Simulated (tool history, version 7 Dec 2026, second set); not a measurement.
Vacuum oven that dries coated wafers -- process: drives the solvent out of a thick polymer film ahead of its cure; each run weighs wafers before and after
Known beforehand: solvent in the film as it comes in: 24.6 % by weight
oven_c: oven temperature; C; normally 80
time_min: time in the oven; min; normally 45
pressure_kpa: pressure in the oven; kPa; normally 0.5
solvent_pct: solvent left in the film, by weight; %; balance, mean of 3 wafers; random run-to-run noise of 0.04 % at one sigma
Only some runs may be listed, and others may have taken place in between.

Run 1, day 0: usual settings. Result: solvent_pct 1.65 %.
Run 2, day 2.121: usual settings but pressure_kpa 0.388 kPa. Result: solvent_pct 1.54 %.
Run 3, day 4.958: usual settings but pressure_kpa 0.388 kPa. Result: solvent_pct 1.49 %.
Run 4, day 8.083: usual settings but pressure_kpa 0.388 kPa. Result: solvent_pct 1.55 %.
Run 5, day 9.771: usual settings but pressure_kpa 0.388 kPa. Result: solvent_pct 1.36 %.
Run 6, day 12.85: usual settings but time_min 50 min. Result: solvent_pct 1.16 %.
Run 7, day 14.812: usual settings but time_min 50 min. Result: solvent_pct 1.15 %.
Run 8, day 17.854: usual settings but time_min 50 min. Result: solvent_pct 1.19 %.
Run 9, day 20.083: usual settings but pressure_kpa 0.999 kPa. Result: solvent_pct 1.62 %.
Run 10, day 22.412: usual settings but oven_c 69 C, time_min 46 min, pressure_kpa 1.245 kPa. Result: solvent_pct 6.29 %.
At day 22.833: oven's thermocouples calibrated.
Run 11, day 25.517: usual settings but oven_c 76 C. Result: solvent_pct 2.57 %.
Run 12, day 27.929: usual settings but oven_c 90 C, pressure_kpa 0.493 kPa. Result: solvent_pct 0.28 %.
Run 13, day 30.125: usual settings but oven_c 91 C, pressure_kpa 0.433 kPa. Result: solvent_pct 0.15 %.
At day 30.367: oven's thermocouples calibrated, once more.
Run 14, day 33.958: usual settings but time_min 28 min, pressure_kpa 0.586 kPa. Result: solvent_pct 4.46 %.
Run 15, day 36.396: usual settings but time_min 31 min, pressure_kpa 0.298 kPa. Result: solvent_pct 3.67 %.

Forecast each of these 3 alternatives for the next run:
Run A, day 40.062: usual settings but pressure_kpa 0.256 kPa. Result: solvent_pct ?.
Run B, day 40.062: usual settings but oven_c 95 C, time_min 26 min, pressure_kpa 0.595 kPa. Result: solvent_pct ?.
Run C, day 40.062: usual settings but oven_c 79 C, pressure_kpa 0.443 kPa. Result: solvent_pct ?.

run  solvent_pct
  A         1.77
  B         0.58
  C         2.18
With no hidden state in the tool, these same runs would have given:
run  solvent_pct
  A          1.8
  B         0.58
  C         2.22

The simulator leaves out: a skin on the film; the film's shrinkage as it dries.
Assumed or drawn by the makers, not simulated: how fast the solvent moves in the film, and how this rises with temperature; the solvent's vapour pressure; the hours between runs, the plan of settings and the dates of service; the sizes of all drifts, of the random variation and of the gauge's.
